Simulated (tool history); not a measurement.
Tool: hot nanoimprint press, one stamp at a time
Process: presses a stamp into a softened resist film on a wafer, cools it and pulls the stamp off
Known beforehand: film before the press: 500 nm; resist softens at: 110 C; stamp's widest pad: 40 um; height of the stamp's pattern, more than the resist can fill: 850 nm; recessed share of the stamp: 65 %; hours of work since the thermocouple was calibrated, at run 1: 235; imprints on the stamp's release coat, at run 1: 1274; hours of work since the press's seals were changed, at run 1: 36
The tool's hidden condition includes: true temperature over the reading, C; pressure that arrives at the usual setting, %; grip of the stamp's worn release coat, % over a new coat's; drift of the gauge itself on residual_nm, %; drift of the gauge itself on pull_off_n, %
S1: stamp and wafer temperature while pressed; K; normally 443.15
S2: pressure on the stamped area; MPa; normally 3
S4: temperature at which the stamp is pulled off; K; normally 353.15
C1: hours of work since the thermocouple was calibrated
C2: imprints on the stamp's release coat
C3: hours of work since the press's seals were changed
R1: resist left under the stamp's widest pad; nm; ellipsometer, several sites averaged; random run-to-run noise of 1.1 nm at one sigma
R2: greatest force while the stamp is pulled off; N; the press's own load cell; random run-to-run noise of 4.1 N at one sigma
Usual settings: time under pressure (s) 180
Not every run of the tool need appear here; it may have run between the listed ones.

{"run": 1, "hour": 0.0, "S1": 443.15, "S2": 3, "time under pressure (s)": 180, "S4": 353.15, "C1": 235, "C2": 1274, "C3": 36, "R1": 227.3, "R2": 215}
{"run": 2, "hour": 6.6, "S1": 443.15, "S2": 3, "time under pressure (s)": 180, "S4": 353.15, "C1": 240, "C2": 1295, "C3": 41, "R1": 225.6, "R2": 209}
{"run": 3, "hour": 15.2, "S1": 443.15, "S2": 3, "time under pressure (s)": 180, "S4": 353.15, "C1": 246, "C2": 1322, "C3": 47, "R1": 226.5, "R2": 219}
{"run": 4, "hour": 25.3, "S1": 443.15, "S2": 3, "time under pressure (s)": 124, "S4": 353.15, "C1": 253, "C2": 1355, "C3": 54, "R1": 254.5, "R2": 212}
{"run": 5, "hour": 36.5, "S1": 443.15, "S2": 3, "time under pressure (s)": 124, "S4": 353.15, "C1": 261, "C2": 1390, "C3": 61, "R1": 254.4, "R2": 222}
{"run": 6, "hour": 43.5, "S1": 443.15, "S2": 3, "time under pressure (s)": 124, "S4": 353.15, "C1": 266, "C2": 1413, "C3": 66, "R1": 257.1, "R2": 214}
{"run": 7, "hour": 52.6, "S1": 443.15, "S2": 3, "time under pressure (s)": 124, "S4": 353.15, "C1": 272, "C2": 1442, "C3": 73, "R1": 254.3, "R2": 211}
{"run": 8, "hour": 59.9, "S1": 443.15, "S2": 3, "time under pressure (s)": 124, "S4": 353.15, "C1": 277, "C2": 1465, "C3": 78, "R1": 252.4, "R2": 213}
{"run": 9, "hour": 70.8, "S1": 441.15, "S2": 2.17, "time under pressure (s)": 180, "S4": 353.15, "C1": 285, "C2": 1500, "C3": 85, "R1": 285.5, "R2": 221}
{"run": 10, "hour": 78.7, "S1": 443.15, "S2": 3.13, "time under pressure (s)": 180, "S4": 353.15, "C1": 290, "C2": 1525, "C3": 91, "R1": 221.8, "R2": 221}
{"run": 11, "hour": 84.7, "S1": 443.15, "S2": 2.61, "time under pressure (s)": 187, "S4": 353.15, "C1": 294, "C2": 1544, "C3": 95, "R1": 239.6, "R2": 216}
{"run": 12, "hour": 91.2, "S1": 443.15, "S2": 3, "time under pressure (s)": 112, "S4": 353.15, "C1": 299, "C2": 1565, "C3": 100, "R1": 265.3, "R2": 209}
{"run": 13, "hour": 99.1, "S1": 452.15, "S2": 3.19, "time under pressure (s)": 180, "S4": 346.15, "C1": 305, "C2": 1590, "C3": 105, "R1": 146.6, "R2": 261}
{"run": 14, "hour": 106.0, "S1": 452.15, "S2": 3.19, "time under pressure (s)": 180, "S4": 346.15, "C1": 309, "C2": 1612, "C3": 110, "R1": 147.3, "R2": 254}

Here are 5 independent what-if runs from the current tool condition. What would each one return?
{"run": "A", "hour": 110.6, "S1": 445.15, "S2": 3, "time under pressure (s)": 180, "S4": 353.15, "C1": 313, "C2": 1627, "C3": 113, "R1": "?", "R2": "?"}
{"run": "B", "hour": 110.6, "S1": 447.15, "S2": 3.19, "time under pressure (s)": 180, "S4": 346.15, "C1": 313, "C2": 1627, "C3": 113, "R1": "?", "R2": "?"}
{"run": "C", "hour": 110.6, "S1": 435.15, "S2": 3, "time under pressure (s)": 274, "S4": 353.15, "C1": 313, "C2": 1627, "C3": 113, "R1": "?", "R2": "?"}
{"run": "D", "hour": 110.6, "S1": 452.15, "S2": 1.85, "time under pressure (s)": 180, "S4": 346.15, "C1": 313, "C2": 1627, "C3": 113, "R1": "?", "R2": "?"}
{"run": "E", "hour": 110.6, "S1": 452.15, "S2": 3.19, "time under pressure (s)": 180, "S4": 345.15, "C1": 313, "C2": 1627, "C3": 113, "R1": "?", "R2": "?"}

run=A R1=205.2 R2=216
run=B R1=182.8 R2=249
run=C R1=282.8 R2=211
run=D R1=199.6 R2=253
run=E R1=147.1 R2=265
With no hidden state in the tool, these same runs would have given:
run=A R1=205.6 R2=214
run=B R1=183.2 R2=246
run=C R1=283.3 R2=209
run=D R1=199.9 R2=251
run=E R1=147.3 R2=262
